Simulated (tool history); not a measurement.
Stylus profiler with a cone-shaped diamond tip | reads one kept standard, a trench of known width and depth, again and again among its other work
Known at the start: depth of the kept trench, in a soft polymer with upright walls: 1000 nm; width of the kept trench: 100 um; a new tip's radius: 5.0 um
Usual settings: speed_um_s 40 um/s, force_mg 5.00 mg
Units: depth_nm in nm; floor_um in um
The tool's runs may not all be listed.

run 1 hour=0.0 | speed_um_s=40 force_mg=5.00 | depth_nm=1023.28 floor_um=93.20
run 2 hour=15.4 | speed_um_s=40 force_mg=5.00 | depth_nm=1023.32 floor_um=93.20
run 3 hour=26.3 | speed_um_s=40 force_mg=5.00 | depth_nm=1023.50 floor_um=93.23
run 4 hour=38.6 | speed_um_s=24 force_mg=5.00 | depth_nm=1023.81 floor_um=93.26
run 5 hour=53.6 | speed_um_s=40 force_mg=3.87 | depth_nm=1019.83 floor_um=93.23
run 6 hour=64.9 | speed_um_s=40 force_mg=5.00 | depth_nm=1023.49 floor_um=93.17
run 7 hour=73.6 | speed_um_s=40 force_mg=5.00 | depth_nm=1023.91 floor_um=93.20
run 8 hour=82.5 | speed_um_s=40 force_mg=5.00 | depth_nm=1024.10 floor_um=93.18
run 9 hour=97.2 | speed_um_s=40 force_mg=5.00 | depth_nm=1023.71 floor_um=93.19
run 10 hour=105.2 | speed_um_s=13 force_mg=5.00 | depth_nm=1023.71 floor_um=93.24
run 11 hour=120.8 | speed_um_s=40 force_mg=5.00 | depth_nm=1023.60 floor_um=93.22
run 12 hour=130.0 | speed_um_s=40 force_mg=5.00 | depth_nm=1023.65 floor_um=93.17
run 13 hour=142.5 | speed_um_s=75 force_mg=5.00 | depth_nm=1024.20 floor_um=93.07
run 14 hour=152.8 | speed_um_s=75 force_mg=5.00 | depth_nm=1023.60 floor_um=93.02
run 15 hour=167.2 | speed_um_s=151 force_mg=5.74 | depth_nm=1026.24 floor_um=92.89
run 16 hour=176.0 | speed_um_s=108 force_mg=3.49 | depth_nm=1019.06 floor_um=92.96
run 17 hour=183.8 | speed_um_s=83 force_mg=14.17 | depth_nm=1046.79 floor_um=93.13
run 18 hour=193.9 | speed_um_s=83 force_mg=14.17 | depth_nm=1046.94 floor_um=93.06
run 19 hour=202.8 | speed_um_s=40 force_mg=7.68 | depth_nm=1032.00 floor_um=93.07
run 20 hour=217.3 | speed_um_s=125 force_mg=2.86 | depth_nm=1017.36 floor_um=92.83

The next listed run, before its measurement:
run 21 hour=233.3 | speed_um_s=115 force_mg=6.38 | depth_nm=? floor_um=?

depth_nm: 1027.80 nm
floor_um: 92.93 um
Without the tool's hidden state the same run would have given depth_nm 1026.52 nm, floor_um 93.79 um.
